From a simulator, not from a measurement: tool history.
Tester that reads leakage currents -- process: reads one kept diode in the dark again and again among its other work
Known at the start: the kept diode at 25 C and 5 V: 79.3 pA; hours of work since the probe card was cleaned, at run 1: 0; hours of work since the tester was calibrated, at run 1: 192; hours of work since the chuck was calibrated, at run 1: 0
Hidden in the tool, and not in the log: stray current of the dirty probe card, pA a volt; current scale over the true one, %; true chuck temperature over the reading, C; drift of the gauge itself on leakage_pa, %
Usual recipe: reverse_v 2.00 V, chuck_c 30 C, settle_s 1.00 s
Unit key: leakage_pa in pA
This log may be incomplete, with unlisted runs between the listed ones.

run    hour  reverse_v  chuck_c  settle_s  hours of work since the probe card was cleaned  hours of work since the tester was calibrated  hours of work since the chuck was calibrated  leakage_pa
  1     0.0       2.00       30      1.00                                               0                                            192                                             0       81.34
  2   238.0       2.00       30      1.00                                             123                                            315                                           123       80.41
  3   381.9       2.00       30      3.50                                             197                                            389                                           197       79.12
  4   489.9       2.00       34      1.00                                             252                                            445                                           252      113.41
  5   724.5       2.00       34      1.00                                             373                                            566                                           373      111.38
  6   924.4       2.00       34      1.00                                             476                                            669                                           476      110.27
  7  1033.4       2.00       34      1.00                                             533                                            725                                           533      109.22
  8  1287.3       2.00       30      1.00                                             663                                            856                                           663       75.27
  9  1534.7       2.00       30      1.00                                             791                                            983                                           791       74.30
 10  1659.9       2.00       30      1.00                                             855                                           1048                                           855       73.71
 11  1820.8       2.00       30      1.00                                             938                                           1131                                           938       73.13
 12  1953.4       2.00       30      1.00                                            1007                                           1199                                          1007       73.06
 13  2186.1       2.00       30      1.00                                            1127                                           1319                                          1127       71.71
 14  2402.4       2.00       30      1.00                                            1238                                           1430                                          1238       70.61
 15  2647.3       2.00       30      1.00                                            1364                                           1556                                          1364       69.62
 16  2850.4       2.00       30      1.00                                            1469                                           1661                                          1469       69.09
 17  2963.7       2.00       58      1.00                                            1527                                           1720                                          1527      729.66
 18  3206.5       2.00       30      1.00                                            1652                                           1845                                          1652       67.66
 19  3422.5       2.00       30      1.00                                            1764                                           1956                                          1764       66.86
 20  3573.3       3.11       30      1.00                                            1841                                           2034                                          1841       81.34
     3746.5  -- chuck's temperature calibrated
 21  3751.5       1.63       30      0.50                                            1932                                           2124                                             3       76.14
 22  3970.4       1.63       40      2.02                                            2045                                           2237                                           115      179.47
 23  4176.4       1.63       40      2.02                                            2151                                           2343                                           222      177.88
 24  4294.1       9.53       40      8.50                                            2212                                           2404                                           282      404.27
 25  4462.6      15.30       45      8.73                                            2299                                           2491                                           369      768.34
 26  4692.3      15.30       45      8.73                                            2417                                           2609                                           487      758.05
 27  4862.1      15.30       29      0.35                                            2504                                           2697                                           575      201.85
 28  5051.2      15.30       29      0.35                                            2602                                           2794                                           672      200.15
 29  5224.8      11.54       39      0.49                                            2691                                           2884                                           762      396.27
 30  5463.9      11.54       55      0.49                                            2815                                           3007                                           885     1424.58
 31  5613.6      11.54       55      0.49                                            2892                                           3084                                           962     1423.01
     5825.5  -- probe card cleaned and baked
 32  5825.5       9.07       43      5.47                                               0                                           3192                                          1070      464.92
 33  5939.0       1.35       52      1.41                                              58                                           3250                                          1128      399.55
 34  6046.4      17.06       30      1.00                                             114                                           3305                                          1184      201.53
 35  6280.3       3.95       30      8.94                                             234                                           3426                                          1304       97.01
 36  6469.9       3.95       30      8.94                                             332                                           3524                                          1402       96.55
 37  6612.8       3.95       23      8.94                                             406                                           3597                                          1475       49.22
 38  6836.3      13.84       46      1.20                                             521                                           3713                                          1591      698.78
 39  7081.6       3.30       46      1.20                                             647                                           3839                                          1717      347.28

Branching from run 39: 3 alternative next runs. What would each branch give?
  A  7287.8       1.06       53      1.52                                             754                                           3945                                          1823           ?
  B  7287.8      15.82       45      2.16                                             754                                           3945                                          1823           ?
  C  7287.8       2.87       32      2.32                                             754                                           3945                                          1823           ?

run  leakage_pa
  A      359.87
  B      662.99
  C       95.20
Stripped of hidden state, with their random variation kept, the same runs would have yielded:
run  leakage_pa
  A      434.54
  B      805.51
  C      117.40
